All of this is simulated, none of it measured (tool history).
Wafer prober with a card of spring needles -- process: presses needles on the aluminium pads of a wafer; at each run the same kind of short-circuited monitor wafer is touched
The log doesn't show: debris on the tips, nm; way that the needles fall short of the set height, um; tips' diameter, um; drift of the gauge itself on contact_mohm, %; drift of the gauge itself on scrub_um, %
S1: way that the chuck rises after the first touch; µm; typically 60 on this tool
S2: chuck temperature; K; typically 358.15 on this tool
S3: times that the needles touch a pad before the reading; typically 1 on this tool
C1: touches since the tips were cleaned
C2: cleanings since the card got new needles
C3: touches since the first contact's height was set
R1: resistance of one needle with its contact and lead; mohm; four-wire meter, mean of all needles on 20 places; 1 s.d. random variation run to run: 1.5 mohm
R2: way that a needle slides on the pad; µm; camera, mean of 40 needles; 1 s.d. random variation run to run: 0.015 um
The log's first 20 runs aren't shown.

run   hour  S1      S2  S3    C1  C2     C3   R1     R2
     194.1  -- tips cleaned on abrasive film
 21  203.7  50  361.15   2  5534  63  66029  148   6.97
     206.8  -- tips cleaned on abrasive film
 22  218.1  50  361.15   2  6465  64  74209  150   6.99
     218.9  -- tips cleaned on abrasive film
 23  226.3  50  378.15   2  4225  65  78831  147   7.00
     231.2  -- tips cleaned on abrasive film
 24  238.4  41  337.15   2  4142  66  85696  148   5.71
     243.5  -- tips cleaned on abrasive film
 25  248.5  60  398.15   1  2835  67  91414  152   8.36
     256.1  -- tips cleaned on abrasive film
     262.7  -- height of the first contact set anew
 26  263.8  69  341.15   2  4209  68    589  138   9.63
     268.7  -- tips cleaned on abrasive film
 27  277.6  58  300.15   3  5098  69   8458  136   8.10
     281.1  -- tips cleaned on abrasive film
 28  288.5  58  300.15   3  4246  70  14647  137   8.10
     293.2  -- tips cleaned on abrasive film
 29  301.8  58  300.15   3  4924  71  22204  136   8.12
     305.2  -- tips cleaned on abrasive film
 30  310.0  76  393.15   2  2696  72  26790  148  10.60
     317.3  -- tips cleaned on abrasive film
 31  318.2  47  299.15   1   492  73  31435  139   6.58
     329.5  -- tips cleaned on abrasive film
 32  329.8  47  379.15   2   153  74  38008  148   6.58
     341.3  -- tips cleaned on abrasive film
 33  345.0  64  324.15   1  2126  75  46671  134   8.93

Branching from run 33: 4 alternative next runs. What would each branch give?
     353.8  -- tips cleaned on abrasive film
  A  360.7  64  324.15   3  3972  76  55599   ?   ?
     353.8  -- tips cleaned on abrasive film
  B  360.7  64  363.15   2  3972  76  55599   ?   ?
     353.8  -- tips cleaned on abrasive film
  C  360.7  78  324.15   1  3972  76  55599   ?   ?
     353.8  -- tips cleaned on abrasive film
  D  360.7  64  358.15   2  3972  76  55599   ?   ?

run   R1     R2
  A  138   8.94
  B  145   8.94
  C  132  10.90
  D  144   8.94
Had the tool no hidden state, the same runs would have come out as:
run   R1     R2
  A  138   8.94
  B  145   8.94
  C  132  10.90
  D  143   8.94
